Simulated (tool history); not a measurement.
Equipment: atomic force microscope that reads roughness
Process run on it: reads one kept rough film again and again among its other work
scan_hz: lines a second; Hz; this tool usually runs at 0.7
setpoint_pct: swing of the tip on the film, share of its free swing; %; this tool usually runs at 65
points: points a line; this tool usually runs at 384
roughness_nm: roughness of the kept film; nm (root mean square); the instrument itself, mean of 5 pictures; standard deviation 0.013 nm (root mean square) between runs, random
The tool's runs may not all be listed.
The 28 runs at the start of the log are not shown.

run 29 hour=212.1 | scan_hz=1.321 setpoint_pct=63 points=256 | roughness_nm=1.718
-- hour=214.6 new tip fitted
run 30 hour=221.4 | scan_hz=1.988 setpoint_pct=63 points=256 | roughness_nm=2.426
run 31 hour=229.2 | scan_hz=3.054 setpoint_pct=69 points=518 | roughness_nm=2.015
run 32 hour=238.8 | scan_hz=2.97 setpoint_pct=62 points=552 | roughness_nm=1.891
run 33 hour=243.6 | scan_hz=0.7 setpoint_pct=65 points=484 | roughness_nm=1.933
-- hour=250.7 new tip fitted
run 34 hour=251.3 | scan_hz=0.7 setpoint_pct=65 points=484 | roughness_nm=2.976
run 35 hour=258.7 | scan_hz=3.363 setpoint_pct=65 points=258 | roughness_nm=2.25
run 36 hour=267.2 | scan_hz=0.7 setpoint_pct=64 points=384 | roughness_nm=2.27
run 37 hour=277.9 | scan_hz=0.657 setpoint_pct=90 points=298 | roughness_nm=1.791
run 38 hour=283.9 | scan_hz=2.081 setpoint_pct=79 points=357 | roughness_nm=1.546
-- hour=286.7 new tip fitted
run 39 hour=293.6 | scan_hz=2.944 setpoint_pct=78 points=590 | roughness_nm=2.104
run 40 hour=302.9 | scan_hz=2.944 setpoint_pct=78 points=590 | roughness_nm=1.809
run 41 hour=308.9 | scan_hz=1.526 setpoint_pct=62 points=632 | roughness_nm=2.046
run 42 hour=314.8 | scan_hz=0.693 setpoint_pct=57 points=572 | roughness_nm=1.964
run 43 hour=320.3 | scan_hz=1.909 setpoint_pct=77 points=473 | roughness_nm=1.599
-- hour=322.8 new tip fitted
run 44 hour=326.1 | scan_hz=3.492 setpoint_pct=81 points=460 | roughness_nm=2.022
run 45 hour=334.9 | scan_hz=0.7 setpoint_pct=65 points=557 | roughness_nm=2.42
run 46 hour=344.2 | scan_hz=0.7 setpoint_pct=65 points=557 | roughness_nm=2.105
run 47 hour=350.4 | scan_hz=1.079 setpoint_pct=58 points=384 | roughness_nm=1.942
-- hour=358.4 new tip fitted
run 48 hour=361.3 | scan_hz=1.383 setpoint_pct=68 points=680 | roughness_nm=2.747
run 49 hour=368.8 | scan_hz=2.346 setpoint_pct=65 points=294 | roughness_nm=2.305
run 50 hour=375.6 | scan_hz=2.346 setpoint_pct=65 points=294 | roughness_nm=2.072
run 51 hour=383.4 | scan_hz=2.346 setpoint_pct=78 points=982 | roughness_nm=1.73
run 52 hour=392.2 | scan_hz=2.346 setpoint_pct=78 points=982 | roughness_nm=1.547
-- hour=394.5 new tip fitted
run 53 hour=400.6 | scan_hz=2.346 setpoint_pct=78 points=982 | roughness_nm=2.245

Below are 3 alternative next runs, each starting from the tool's condition after run 53. Predict each:
run A hour=409.2 | scan_hz=1.312 setpoint_pct=59 points=460 | roughness_nm=?
run B hour=409.2 | scan_hz=0.513 setpoint_pct=78 points=502 | roughness_nm=?
run C hour=409.2 | scan_hz=2.606 setpoint_pct=78 points=407 | roughness_nm=?

run=A roughness_nm=2.297
run=B roughness_nm=2.281
run=C roughness_nm=1.877
With the hidden condition removed and each run's random variation left untouched, the same runs would have given:
run=A roughness_nm=2.983
run=B roughness_nm=2.964
run=C roughness_nm=2.438

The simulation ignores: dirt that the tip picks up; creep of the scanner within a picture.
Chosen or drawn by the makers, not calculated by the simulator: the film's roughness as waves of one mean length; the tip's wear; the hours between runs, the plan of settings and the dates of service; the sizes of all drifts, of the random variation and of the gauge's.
